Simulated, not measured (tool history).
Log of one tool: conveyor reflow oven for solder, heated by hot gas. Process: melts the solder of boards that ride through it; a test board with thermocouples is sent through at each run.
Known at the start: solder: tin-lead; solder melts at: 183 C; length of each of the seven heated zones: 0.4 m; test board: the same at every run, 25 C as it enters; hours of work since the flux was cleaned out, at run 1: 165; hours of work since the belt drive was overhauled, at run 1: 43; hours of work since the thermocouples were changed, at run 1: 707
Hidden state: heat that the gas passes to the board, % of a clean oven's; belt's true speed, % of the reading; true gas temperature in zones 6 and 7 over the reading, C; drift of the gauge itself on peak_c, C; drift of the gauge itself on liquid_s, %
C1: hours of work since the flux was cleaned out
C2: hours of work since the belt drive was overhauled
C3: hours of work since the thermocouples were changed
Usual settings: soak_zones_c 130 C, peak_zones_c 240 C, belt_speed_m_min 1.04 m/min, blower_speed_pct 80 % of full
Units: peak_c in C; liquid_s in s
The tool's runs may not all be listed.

Run 1, hour 0.0: usual settings; C1 165; C2 43; C3 707. Result: peak_c 216.0 C, liquid_s 32.0 s.
Run 2, hour 5.5: usual settings; C1 168; C2 45; C3 709. Result: peak_c 215.8 C, liquid_s 31.7 s.
Run 3, hour 10.4: usual settings but belt_speed_m_min 0.94 m/min; C1 170; C2 47; C3 712. Result: peak_c 219.1 C, liquid_s 37.5 s.
Run 4, hour 14.6: usual settings; C1 172; C2 49; C3 713. Result: peak_c 215.2 C, liquid_s 31.7 s.
Run 5, hour 22.7: usual settings but soak_zones_c 132 C; C1 175; C2 53; C3 717. Result: peak_c 215.7 C, liquid_s 32.0 s.
At hour 30.6: thermocouples of zones 6 and 7 changed.
Run 6, hour 31.5: usual settings but soak_zones_c 124 C; C1 178; C2 56; C3 0. Result: peak_c 216.5 C, liquid_s 30.7 s.
Run 7, hour 36.8: usual settings but soak_zones_c 124 C, belt_speed_m_min 0.83 m/min; C1 181; C2 58; C3 3. Result: peak_c 224.3 C, liquid_s 43.9 s.
Run 8, hour 44.8: usual settings but soak_zones_c 124 C, belt_speed_m_min 0.83 m/min; C1 184; C2 62; C3 6. Result: peak_c 224.2 C, liquid_s 43.9 s.
Run 9, hour 53.9: usual settings but soak_zones_c 137 C, belt_speed_m_min 0.83 m/min; C1 188; C2 66; C3 10. Result: peak_c 226.1 C, liquid_s 47.4 s.
Run 10, hour 60.0: usual settings but soak_zones_c 137 C, belt_speed_m_min 0.83 m/min; C1 191; C2 68; C3 13. Result: peak_c 225.2 C, liquid_s 48.1 s.
Run 11, hour 67.8: usual settings but soak_zones_c 137 C, belt_speed_m_min 0.83 m/min; C1 194; C2 72; C3 16. Result: peak_c 226.5 C, liquid_s 47.9 s.
Run 12, hour 73.0: usual settings but soak_zones_c 137 C, belt_speed_m_min 0.83 m/min; C1 196; C2 74; C3 19. Result: peak_c 225.9 C, liquid_s 48.7 s.
Run 13, hour 77.7: usual settings but soak_zones_c 137 C, belt_speed_m_min 0.83 m/min; C1 198; C2 76; C3 21. Result: peak_c 226.4 C, liquid_s 47.3 s.
Run 14, hour 81.8: usual settings but belt_speed_m_min 1.10 m/min; C1 200; C2 78; C3 22. Result: peak_c 214.0 C, liquid_s 28.9 s.
Run 15, hour 86.4: usual settings but belt_speed_m_min 1.10 m/min; C1 202; C2 80; C3 24. Result: peak_c 214.9 C, liquid_s 29.3 s.
Run 16, hour 93.8: usual settings; C1 206; C2 83; C3 28. Result: peak_c 216.8 C, liquid_s 31.3 s.
Run 17, hour 100.3: usual settings but soak_zones_c 142 C, peak_zones_c 242 C, belt_speed_m_min 1.10 m/min, blower_speed_pct 63 % of full; C1 208; C2 86; C3 30. Result: peak_c 210.9 C, liquid_s 29.3 s.
Run 18, hour 106.9: usual settings but soak_zones_c 134 C, peak_zones_c 242 C, belt_speed_m_min 1.10 m/min, blower_speed_pct 63 % of full; C1 211; C2 89; C3 33. Result: peak_c 209.5 C, liquid_s 25.9 s.
Run 19, hour 110.6: usual settings but blower_speed_pct 67 % of full; C1 213; C2 91; C3 35. Result: peak_c 213.3 C, liquid_s 28.9 s.
Run 20, hour 117.9: usual settings but soak_zones_c 128 C; C1 216; C2 94; C3 38. Result: peak_c 216.0 C, liquid_s 31.3 s.
Run 21, hour 122.4: usual settings but soak_zones_c 128 C; C1 218; C2 96; C3 40. Result: peak_c 215.9 C, liquid_s 31.3 s.
Run 22, hour 128.3: usual settings but soak_zones_c 118 C; C1 221; C2 98; C3 43. Result: peak_c 214.2 C, liquid_s 28.0 s.
Run 23, hour 135.1: usual settings; C1 224; C2 101; C3 46. Result: peak_c 217.4 C, liquid_s 31.7 s.
Run 24, hour 139.5: usual settings but peak_zones_c 243 C; C1 225; C2 103; C3 48. Result: peak_c 219.5 C, liquid_s 33.2 s.
Run 25, hour 146.6: usual settings but peak_zones_c 243 C; C1 229; C2 106; C3 51. Result: peak_c 218.6 C, liquid_s 32.9 s.
Run 26, hour 152.3: usual settings but peak_zones_c 248 C, blower_speed_pct 58 % of full; C1 231; C2 109; C3 53. Result: peak_c 213.2 C, liquid_s 29.5 s.
Run 27, hour 161.0: usual settings but soak_zones_c 142 C, blower_speed_pct 79 % of full; C1 235; C2 113; C3 57. Result: peak_c 218.7 C, liquid_s 36.1 s.
Run 28, hour 168.2: usual settings but soak_zones_c 142 C, blower_speed_pct 75 % of full; C1 238; C2 116; C3 60. Result: peak_c 216.9 C, liquid_s 34.9 s.
Run 29, hour 172.9: usual settings but soak_zones_c 126 C, peak_zones_c 236 C, blower_speed_pct 74 % of full; C1 240; C2 118; C3 62. Result: peak_c 209.6 C, liquid_s 27.3 s.
Run 30, hour 177.3: usual settings but soak_zones_c 126 C, peak_zones_c 236 C, blower_speed_pct 74 % of full; C1 242; C2 120; C3 64. Result: peak_c 210.4 C, liquid_s 27.8 s.
Run 31, hour 183.9: usual settings but peak_zones_c 231 C, belt_speed_m_min 1.10 m/min; C1 245; C2 123; C3 67. Result: peak_c 206.9 C, liquid_s 24.2 s.
Run 32, hour 192.0: usual settings but peak_zones_c 253 C; C1 249; C2 126; C3 71. Result: peak_c 226.3 C, liquid_s 36.8 s.

3 ways to go on from here, each from the tool as it stands after run 32. What would each give?
Run A, hour 198.4: usual settings but soak_zones_c 122 C, peak_zones_c 243 C; C1 251; C2 129; C3 73. Result: peak_c ?, liquid_s ?.
Run B, hour 198.4: usual settings but soak_zones_c 131 C; C1 251; C2 129; C3 73. Result: peak_c ?, liquid_s ?.
Run C, hour 198.4: usual settings but soak_zones_c 136 C, peak_zones_c 253 C; C1 251; C2 129; C3 73. Result: peak_c ?, liquid_s ?.

run  peak_c  liquid_s
  A   216.6      30.5
  B   215.9      32.0
  C   227.3      37.9
Without the tool's hidden state the same runs would have given:
run  peak_c  liquid_s
  A   219.9      32.2
  B   218.9      33.6
  C   230.4      38.9
